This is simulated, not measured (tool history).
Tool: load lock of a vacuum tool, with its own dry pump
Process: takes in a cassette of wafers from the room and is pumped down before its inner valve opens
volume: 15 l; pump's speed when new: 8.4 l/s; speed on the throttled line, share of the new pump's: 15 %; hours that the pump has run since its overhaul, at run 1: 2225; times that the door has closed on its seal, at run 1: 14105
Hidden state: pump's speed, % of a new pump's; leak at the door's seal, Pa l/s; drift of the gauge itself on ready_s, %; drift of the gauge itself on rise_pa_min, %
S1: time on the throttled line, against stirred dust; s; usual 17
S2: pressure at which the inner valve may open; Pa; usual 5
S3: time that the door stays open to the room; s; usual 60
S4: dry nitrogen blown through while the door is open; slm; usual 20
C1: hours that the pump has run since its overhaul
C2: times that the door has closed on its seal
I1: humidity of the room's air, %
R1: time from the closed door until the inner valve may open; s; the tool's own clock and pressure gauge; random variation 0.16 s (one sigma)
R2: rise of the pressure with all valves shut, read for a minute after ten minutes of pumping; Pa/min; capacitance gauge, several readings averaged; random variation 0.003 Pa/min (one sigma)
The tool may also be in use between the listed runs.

| run | hour | S1 | S2 | S3 | S4 | C1 | C2 | I1 | R1 | R2 |
|---|---|---|---|---|---|---|---|---|---|---|
| 1 | 0 | 17 | 5 | 60 | 20 | 2225 | 14105 | 41.9 | 32.8 | 0.153 |
| 2 | 256.8 | 17 | 5 | 60 | 20 | 2482 | 14449 | 46.8 | 33.3 | 0.165 |
| 3 | 513.3 | 17 | 5 | 79 | 20 | 2739 | 14792 | 48 | 33.2 | 0.169 |
| 4 | 806.6 | 17 | 5 | 79 | 34 | 3032 | 15184 | 44.2 | 33.3 | 0.162 |
| 5 | 948.6 | 26 | 5 | 60 | 20 | 3174 | 15374 | 42.5 | 40.9 | 0.166 |
| 6 | 1293 | 26 | 5 | 60 | 20 | 3518 | 15835 | 42.2 | 40.7 | 0.173 |
| 7 | 1560.8 | 17 | 5 | 60 | 8 | 3786 | 16193 | 45.7 | 32.9 | 0.195 |
| 8 | 1814.8 | 17 | 5 | 60 | 20 | 4040 | 16533 | 42.5 | 33.4 | 0.184 |
| 9 | 2111.1 | 17 | 5 | 60 | 20 | 4336 | 16929 | 47.3 | 33.2 | 0.19 |
| 10 | 2427.3 | 17 | 5 | 112 | 20 | 4653 | 17352 | 43.9 | 33.5 | 0.214 |
| 11 | 2721 | 17 | 5 | 112 | 20 | 4946 | 17745 | 41.7 | 33.3 | 0.207 |
| 12 | 3038.8 | 17 | 5 | 60 | 20 | 5264 | 18170 | 44.4 | 33.1 | 0.194 |
| 13 | 3179.6 | 17 | 5 | 60 | 20 | 5405 | 18359 | 44.6 | 33.2 | 0.202 |
| 14 | 3492.9 | 17 | 6 | 60 | 20 | 5718 | 18778 | 47.8 | 33 | 0.215 |
| 15 | 3767.2 | 17 | 6 | 60 | 20 | 5992 | 19145 | 46.3 | 33 | 0.214 |
| 16 | 3938.6 | 17 | 6 | 60 | 20 | 6164 | 19374 | 42.2 | 33 | 0.225 |
| 17 | 4169.1 | 17 | 6 | 60 | 20 | 6394 | 19682 | 45 | 32.9 | 0.221 |
| 18 | 4466.1 | 17 | 5 | 60 | 10 | 6691 | 20080 | 45.6 | 33.7 | 0.247 |
| 19 | 4672.8 | 17 | 5 | 60 | 4 | 6898 | 20356 | 47.7 | 33.8 | 0.265 |
| 20 | 4870.4 | 19 | 5 | 60 | 7 | 7096 | 20620 | 43.4 | 35.5 | 0.258 |
| 21 | 5010.7 | 19 | 7 | 28 | 7 | 7236 | 20808 | 47.5 | 34.8 | 0.238 |
| 22 | 5168 | 10 | 4 | 28 | 7 | 7393 | 21019 | 42.9 | 28.6 | 0.232 |
| 23 | 5313.3 | 17 | 5 | 60 | 20 | 7539 | 21213 | 47.6 | 33.6 | 0.243 |
| 24 | 5652.6 | 17 | 5 | 60 | 20 | 7878 | 21667 | 43.9 | 34.2 | 0.249 |
| 25 | 5800.2 | 26 | 6 | 60 | 20 | 8025 | 21864 | 44.3 | 41.3 | 0.254 |
| 26 | 5939.2 | 26 | 6 | 60 | 20 | 8164 | 22050 | 43.1 | 41.1 | 0.252 |
| 27 | 6137.7 | 16 | 7 | 65 | 20 | 8363 | 22316 | 49.5 | 32.2 | 0.263 |
| 28 | 6459.6 | 20 | 8 | 60 | 20 | 8685 | 22746 | 42.6 | 35.6 | 0.273 |
| 29 | 6750.3 | 20 | 8 | 60 | 20 | 8976 | 23135 | 40.7 | 35.9 | 0.273 |
| 30 | 6993 | 17 | 5 | 41 | 20 | 9218 | 23460 | 43.6 | 34.4 | 0.27 |
| 31 | 7201.5 | 17 | 6 | 51 | 20 | 9427 | 23739 | 43 | 33.7 | 0.281 |
| 32 | 7358.4 | 11 | 6 | 210 | 5 | 9584 | 23949 | 46.5 | 28.9 | 0.409 |
| 33 | 7523.8 | 11 | 6 | 210 | 5 | 9749 | 24170 | 40.1 | 29 | 0.392 |

Run 34 comes next. What will it give?
| 34 | 7726 | 11 | 6 | 210 | 5 | 9951 | 24440 | 43.1 | ? | ? |

Run 34 gave R1 29.1 s, R2 0.418 Pa/min.
Without the tool's hidden state the same run would have given R1 27 s, R2 0.154 Pa/min.
